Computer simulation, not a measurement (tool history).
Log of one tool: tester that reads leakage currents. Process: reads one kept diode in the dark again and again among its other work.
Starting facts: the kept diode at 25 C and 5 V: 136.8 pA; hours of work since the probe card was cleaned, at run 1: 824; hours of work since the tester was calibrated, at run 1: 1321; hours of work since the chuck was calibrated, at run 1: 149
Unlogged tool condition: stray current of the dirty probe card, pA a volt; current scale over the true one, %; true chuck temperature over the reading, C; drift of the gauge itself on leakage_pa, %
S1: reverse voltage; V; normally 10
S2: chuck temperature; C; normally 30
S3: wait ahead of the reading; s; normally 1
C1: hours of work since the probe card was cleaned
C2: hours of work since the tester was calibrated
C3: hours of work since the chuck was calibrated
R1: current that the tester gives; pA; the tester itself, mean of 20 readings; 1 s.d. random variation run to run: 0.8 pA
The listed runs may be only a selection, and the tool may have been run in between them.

Run 1, hour 0: usual settings; C1 824; C2 1321; C3 149. Result: R1 264.59 pA.
Run 2, hour 30.5: usual settings; C1 847; C2 1344; C3 173. Result: R1 264.14 pA.
Run 3, hour 72.7: usual settings; C1 880; C2 1377; C3 205. Result: R1 263.72 pA.
Run 4, hour 113.7: usual settings; C1 911; C2 1408; C3 237. Result: R1 264.22 pA.
Run 5, hour 146.8: usual settings; C1 937; C2 1434; C3 262. Result: R1 263.6 pA.
At hour 151.9: probe card cleaned and baked.
Run 6, hour 186.9: usual settings; C1 27; C2 1462; C3 291. Result: R1 265.4 pA.
Run 7, hour 230.9: usual settings; C1 61; C2 1496; C3 325. Result: R1 262.27 pA.
Run 8, hour 263.4: usual settings; C1 86; C2 1521; C3 350. Result: R1 263.32 pA.
Run 9, hour 290.3: usual settings but S1 2.9 V, S2 50 C, S3 3.27 s; C1 107; C2 1542; C3 370. Result: R1 636.72 pA.

Run 10 has not been measured yet. What should we expect?
Run 10, hour 319: usual settings but S1 2.9 V, S2 50 C, S3 3.27 s; C1 129; C2 1564; C3 393. Result: R1 ?.

Run 10 produced R1 636.06 pA.
Take away the tool's hidden state, keep the run-to-run variation as it was, and the same run would have given R1 655.06 pA.

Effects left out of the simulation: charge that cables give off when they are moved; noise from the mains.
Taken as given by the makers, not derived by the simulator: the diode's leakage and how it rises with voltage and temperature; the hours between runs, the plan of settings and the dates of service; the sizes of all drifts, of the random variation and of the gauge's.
